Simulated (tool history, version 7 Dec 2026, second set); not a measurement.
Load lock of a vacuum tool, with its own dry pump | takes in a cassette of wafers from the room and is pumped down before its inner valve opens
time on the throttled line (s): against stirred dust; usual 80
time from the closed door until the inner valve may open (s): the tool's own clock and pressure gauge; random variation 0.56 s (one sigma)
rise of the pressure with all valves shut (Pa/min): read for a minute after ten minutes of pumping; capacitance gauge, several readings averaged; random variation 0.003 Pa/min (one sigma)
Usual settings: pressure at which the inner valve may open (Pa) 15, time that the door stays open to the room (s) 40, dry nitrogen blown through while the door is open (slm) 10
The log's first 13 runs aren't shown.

run    hour  time on the throttled line (s)  pressure at which the inner valve may open (Pa)  time that the door stays open to the room (s)  dry nitrogen blown through while the door is open (slm)  incoming humidity of the room's air, %  time from the closed door until the inner valve may open (s)  rise of the pressure with all valves shut (Pa/min)
 14  2324.5                              80                                               15                                             40                                                       10                                    45.5                                                         132.4                                               0.092
 15  2488.2                              88                                               15                                             40                                                       10                                    46.6                                                         137.8                                               0.098
 16  2635.1                              80                                               23                                             40                                                       10                                    46.2                                                         128.0                                               0.102
 17  2782.4                              80                                               23                                             40                                                       10                                    44.4                                                         129.1                                               0.110
 18  2935.5                              80                                               23                                             40                                                       10                                    44.0                                                         129.5                                               0.103
 19  3107.1                              80                                               23                                             40                                                       10                                    47.6                                                         129.1                                               0.110
 20  3254.3                              48                                               23                                             40                                                       13                                    41.6                                                         103.5                                               0.108
 21  3361.1                              55                                               14                                            147                                                        5                                    43.9                                                         113.5                                               0.196
 22  3524.1                              55                                               14                                            147                                                        5                                    44.1                                                         113.7                                               0.199
 23  3723.8                              55                                               14                                            147                                                        5                                    43.6                                                         113.0                                               0.209
 24  3921.5                              55                                               27                                            147                                                        5                                    46.1                                                         108.0                                               0.215
 25  4103.3                              80                                               15                                             88                                                       10                                    46.8                                                         132.4                                               0.171
 26  4281.3                             119                                               24                                            205                                                        5                                    43.4                                                         162.5                                               0.254
 27  4516.0                             119                                               24                                            205                                                        5                                    45.4                                                         161.4                                               0.273
 28  4656.4                             119                                               24                                             46                                                       15                                    44.3                                                         161.2                                               0.165
 29  4766.0                              90                                               30                                            194                                                       27                                    46.0                                                         136.6                                               0.220
 30  4883.9                              89                                               17                                             57                                                       27                                    45.0                                                         139.9                                               0.173
 31  5015.4                              71                                               20                                            201                                                        4                                    43.0                                                         123.5                                               0.287
 32  5229.1                              81                                               15                                             29                                                       10                                    45.8                                                         134.5                                               0.177
 33  5353.5                              81                                               15                                             29                                                       10                                    43.5                                                         135.0                                               0.176
 34  5454.1                              43                                               26                                            100                                                        7                                    47.9                                                          99.2                                               0.235
 35  5634.9                              43                                               26                                            100                                                        7                                    44.0                                                          99.4                                               0.241
 36  5764.2                              43                                               26                                             66                                                        7                                    43.5                                                          98.8                                               0.223
 37  5934.1                              80                                               17                                            209                                                       16                                    45.6                                                         132.8                                               0.293
     5996.5  -- door's seal changed, seat wiped
 38  6138.6                              80                                               11                                             40                                                       10                                    44.4                                                         136.8                                               0.030

3 ways to go on from here, each from the tool as it stands after run 38. What would each give?
  A  6247.5                             134                                               15                                             32                                                       16                                    46.7                                                             ?                                                   ?
  B  6247.5                              80                                               15                                            174                                                       33                                    43.6                                                             ?                                                   ?
  C  6247.5                              80                                               13                                             50                                                       31                                    45.4                                                             ?                                                   ?

run  time from the closed door until the inner valve may open (s)  rise of the pressure with all valves shut (Pa/min)
  A                                                         177.4                                               0.028
  B                                                         135.1                                               0.076
  C                                                         135.9                                               0.033
Without the tool's hidden state the same runs would have given:
run  time from the closed door until the inner valve may open (s)  rise of the pressure with all valves shut (Pa/min)
  A                                                         172.4                                               0.027
  B                                                         128.9                                               0.074
  C                                                         129.7                                               0.031
